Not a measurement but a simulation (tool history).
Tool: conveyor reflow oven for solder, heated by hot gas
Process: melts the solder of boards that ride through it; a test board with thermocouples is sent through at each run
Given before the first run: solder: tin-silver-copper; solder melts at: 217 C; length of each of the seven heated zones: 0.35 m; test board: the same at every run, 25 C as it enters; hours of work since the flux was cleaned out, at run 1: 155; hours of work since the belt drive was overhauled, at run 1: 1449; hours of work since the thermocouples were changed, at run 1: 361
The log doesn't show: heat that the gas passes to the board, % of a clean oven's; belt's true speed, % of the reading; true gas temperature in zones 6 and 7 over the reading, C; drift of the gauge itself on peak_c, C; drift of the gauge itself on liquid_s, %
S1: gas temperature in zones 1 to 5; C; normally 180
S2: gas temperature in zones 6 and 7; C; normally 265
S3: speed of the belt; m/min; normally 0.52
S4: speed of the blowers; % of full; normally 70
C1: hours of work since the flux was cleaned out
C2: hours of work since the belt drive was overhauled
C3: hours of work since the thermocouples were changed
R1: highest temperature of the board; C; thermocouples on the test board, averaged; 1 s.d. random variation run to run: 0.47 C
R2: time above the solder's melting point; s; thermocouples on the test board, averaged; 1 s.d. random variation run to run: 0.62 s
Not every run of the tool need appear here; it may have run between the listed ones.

Run 1, hour 0: usual settings; C1 155; C2 1449; C3 361. Result: R1 248.4 C, R2 58.8 s.
At hour 61.9: belt drive overhauled, speed set with a stopwatch.
Run 2, hour 61.9: usual settings; C1 199; C2 0; C3 405. Result: R1 247.8 C, R2 58.4 s.
Run 3, hour 115.6: usual settings; C1 241; C2 41; C3 446. Result: R1 248.4 C, R2 59.1 s.
Run 4, hour 170.7: usual settings but S1 166 C; C1 283; C2 83; C3 488. Result: R1 245.9 C, R2 50.5 s.
At hour 197.8: thermocouples of zones 6 and 7 changed.
Run 5, hour 225.4: usual settings but S1 166 C; C1 323; C2 124; C3 21. Result: R1 245.5 C, R2 51.8 s.
Run 6, hour 263.3: usual settings but S1 166 C; C1 352; C2 153; C3 50. Result: R1 245.6 C, R2 51.6 s.
Run 7, hour 306.6: usual settings but S1 166 C; C1 385; C2 186; C3 83. Result: R1 246.8 C, R2 52.2 s.
Run 8, hour 338.4: usual settings; C1 410; C2 210; C3 108. Result: R1 248.4 C, R2 59.4 s.
At hour 373.6: flux residue cleaned out of gas plates and filters.
Run 9, hour 373.6: usual settings; C1 0; C2 234; C3 131. Result: R1 250 C, R2 60.7 s.
Run 10, hour 435.6: usual settings but S4 56 % of full; C1 48; C2 281; C3 178. Result: R1 244.8 C, R2 55.2 s.
Run 11, hour 463.5: usual settings but S4 61 % of full; C1 69; C2 303; C3 200. Result: R1 247.2 C, R2 58.1 s.
Run 12, hour 505.2: usual settings but S3 0.533 m/min; C1 101; C2 335; C3 232. Result: R1 248 C, R2 57.6 s.
Run 13, hour 564.3: usual settings but S3 0.533 m/min; C1 146; C2 380; C3 277. Result: R1 247.6 C, R2 56.6 s.
Run 14, hour 619.2: usual settings but S3 0.533 m/min; C1 188; C2 422; C3 319. Result: R1 247.8 C, R2 57.1 s.
Run 15, hour 661.5: usual settings but S3 0.533 m/min; C1 221; C2 454; C3 352. Result: R1 247.1 C, R2 57 s.
Run 16, hour 701.5: usual settings but S3 0.533 m/min; C1 251; C2 485; C3 382. Result: R1 248.7 C, R2 57.4 s.
Run 17, hour 748.9: usual settings but S2 261 C; C1 288; C2 521; C3 419. Result: R1 245.6 C, R2 56.2 s.

Forecast run 18:
Run 18, hour 797.9: usual settings but S1 184 C, S4 74 % of full; C1 325; C2 559; C3 456. Result: R1 ?, R2 ?.

{"run 18": {"R1": 249.7, "R2": 64}}
Take away the tool's hidden state, keep the run-to-run variation as it was, and the same run would have given R1 250.1 C, R2 64.3 s.
